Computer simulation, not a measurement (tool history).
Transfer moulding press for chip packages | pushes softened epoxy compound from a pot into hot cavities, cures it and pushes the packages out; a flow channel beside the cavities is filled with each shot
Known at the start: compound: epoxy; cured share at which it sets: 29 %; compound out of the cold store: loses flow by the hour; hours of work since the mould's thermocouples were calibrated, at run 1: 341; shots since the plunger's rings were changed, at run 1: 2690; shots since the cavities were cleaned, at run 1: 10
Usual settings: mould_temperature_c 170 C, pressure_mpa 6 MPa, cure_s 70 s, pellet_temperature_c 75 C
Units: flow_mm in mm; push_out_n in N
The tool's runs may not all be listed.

run   hour  mould_temperature_c  pressure_mpa  cure_s  pellet_temperature_c  hours of work since the mould's thermocouples were calibrated  shots since the plunger's rings were changed  shots since the cavities were cleaned  incoming compound's hours out of the cold store  flow_mm  push_out_n
  1      0                  170             6      70                    75                                                            341                                          2690                                     10                                             43.2      483         271
      25.2  -- mould's thermocouples calibrated
  2     54                  170             6      70                    75                                                             23                                          3617                                    937                                             46.5      468         574
        72  -- cavities cleaned with cleaning compound and waxed
  3  105.5                  170             6      70                    75                                                             62                                          4507                                    597                                             43.1      473         518
     141.7  -- cavities cleaned with cleaning compound and waxed
  4    144                  170             6      70                    75                                                             91                                          5167                                     41                                             26.9      504         294
  5  172.5                  170             6      70                    75                                                            113                                          5676                                    550                                               28      501         510
     184.4  -- plunger's sealing rings changed
     212.7  -- cavities cleaned with cleaning compound and waxed
  6  227.2                  170             6      70                    75                                                            153                                           736                                    258                                             13.2      555         425
  7  267.9                  170             6      70                    75                                                            185                                          1462                                    984                                             38.6      501         565
     281.5  -- cavities cleaned with cleaning compound and waxed
  8  300.1                  170          6.11      70                    69                                                            209                                          2009                                    331                                             36.4      525         449
     352.7  -- cavities cleaned with cleaning compound and waxed
  9  354.1                  170          4.72      70                    69                                                            250                                          2945                                     24                                             11.6      493         295
 10  405.9                  172             6      70                    75                                                            290                                          3868                                    947                                             16.9      520         538
     424.1  -- cavities cleaned with cleaning compound and waxed
 11  456.4                  163             6      80                    81                                                            329                                          4743                                    577                                             45.9      490         594

How the hidden state differs across the entries between the runs, from the last listed run before each to the first after it:
Between runs 1 and 2: mould's thermocouples calibrated (hour 25.2)
  true mould temperature over the reading, C: -0.75 -> -0.22; pressure that reaches the compound, % of what is set: 92.16 -> 89.92; grip of the stained cavities, % over clean ones': 4.9 -> 123.3
  measured less the result without the state, flow_mm: -18 -> -25 mm; push_out_n: +18 -> +315 N
Between runs 2 and 3: cavities cleaned with cleaning compound and waxed (hour 72)
  true mould temperature over the reading, C: -0.22 -> -0.29; pressure that reaches the compound, % of what is set: 89.92 -> 87.59; grip of the stained cavities, % over clean ones': 123.3 -> 107
  measured less the result without the state, flow_mm: -25 -> -32 mm; push_out_n: +315 -> +273 N
Between runs 3 and 4: cavities cleaned with cleaning compound and waxed (hour 141.7)
  true mould temperature over the reading, C: -0.29 -> -0.35; pressure that reaches the compound, % of what is set: 87.59 -> 85.98; grip of the stained cavities, % over clean ones': 107 -> 15.2
  measured less the result without the state, flow_mm: -32 -> -38 mm; push_out_n: +273 -> +42 N
Between runs 5 and 6: plunger's sealing rings changed (hour 184.4); cavities cleaned with cleaning compound and waxed (hour 212.7)
  true mould temperature over the reading, C: -0.39 -> -0.46; pressure that reaches the compound, % of what is set: 84.54 -> 97.99; grip of the stained cavities, % over clean ones': 100.7 -> 67.1
  measured less the result without the state, flow_mm: -42 -> -4 mm; push_out_n: +259 -> +176 N
Between runs 7 and 8: cavities cleaned with cleaning compound and waxed (hour 281.5)
  true mould temperature over the reading, C: -0.52 -> -0.56; pressure that reaches the compound, % of what is set: 96.09 -> 94.58; grip of the stained cavities, % over clean ones': 125.5 -> 73.5
  measured less the result without the state, flow_mm: -8 -> -13 mm; push_out_n: +319 -> +196 N
Between runs 8 and 9: cavities cleaned with cleaning compound and waxed (hour 352.7)
  true mould temperature over the reading, C: -0.56 -> -0.64; pressure that reaches the compound, % of what is set: 94.58 -> 92.1; grip of the stained cavities, % over clean ones': 73.5 -> 9.4
  measured less the result without the state, flow_mm: -13 -> -19 mm; push_out_n: +196 -> +32 N
Between runs 10 and 11: cavities cleaned with cleaning compound and waxed (hour 424.1)
  true mould temperature over the reading, C: -0.72 -> -0.79; pressure that reaches the compound, % of what is set: 89.76 -> 87.5; grip of the stained cavities, % over clean ones': 123.1 -> 99.9
  measured less the result without the state, flow_mm: -27 -> -32 mm; push_out_n: +302 -> +313 N

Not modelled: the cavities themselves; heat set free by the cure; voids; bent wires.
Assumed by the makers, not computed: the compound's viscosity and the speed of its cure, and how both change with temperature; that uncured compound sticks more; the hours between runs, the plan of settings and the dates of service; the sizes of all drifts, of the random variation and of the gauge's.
